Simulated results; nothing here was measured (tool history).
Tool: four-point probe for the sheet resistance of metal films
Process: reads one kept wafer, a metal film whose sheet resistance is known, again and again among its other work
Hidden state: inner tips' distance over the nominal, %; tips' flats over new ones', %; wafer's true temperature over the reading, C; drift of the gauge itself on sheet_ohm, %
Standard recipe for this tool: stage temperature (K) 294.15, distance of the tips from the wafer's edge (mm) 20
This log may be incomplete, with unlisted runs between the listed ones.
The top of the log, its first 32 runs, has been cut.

run	hour	stage temperature (K)	distance of the tips from the wafer's edge (mm)	touches since the probe head was changed	hours of work since the stage's thermometer was calibrated	sheet resistance as the instrument gives it (ohm/square)
33	969.9	299.15	11	97128	420	3.246329
34	1005.6	296.15	16	98581	448	3.235574
35	1036.3	304.15	16	99829	472	3.254538
36	1074.9	303.15	7	101396	502	3.263707
37	1105.4	304.15	6	102636	525	3.271718
38	1127.2	303.15	51	103523	542	3.250227
39	1157.1	304.15	4	104741	566	3.294605
40	1197.3	298.15	4	106376	597	3.282703
41	1234.7	296.15	14	107897	626	3.238166
42	1262.7	296.15	14	109035	648	3.237795
43	1293.4	298.15	20	110283	672	3.24225
44	1315.9	298.15	20	111199	689	3.241817

4 options for the next run, each taken on its own from the tool as it stands now. Forecast them:
A	1356.7	303.15	9	112858	721	?
B	1356.7	299.15	20	112858	721	?
C	1356.7	303.15	5	112858	721	?
D	1356.7	307.15	4	112858	721	?

run	sheet resistance as the instrument gives it (ohm/square)
A	3.258162
B	3.242451
C	3.278787
D	3.302821
Without the tool's unlogged condition, the same runs would have read:
run	sheet resistance as the instrument gives it (ohm/square)
A	3.240368
B	3.224768
C	3.260889
D	3.28477

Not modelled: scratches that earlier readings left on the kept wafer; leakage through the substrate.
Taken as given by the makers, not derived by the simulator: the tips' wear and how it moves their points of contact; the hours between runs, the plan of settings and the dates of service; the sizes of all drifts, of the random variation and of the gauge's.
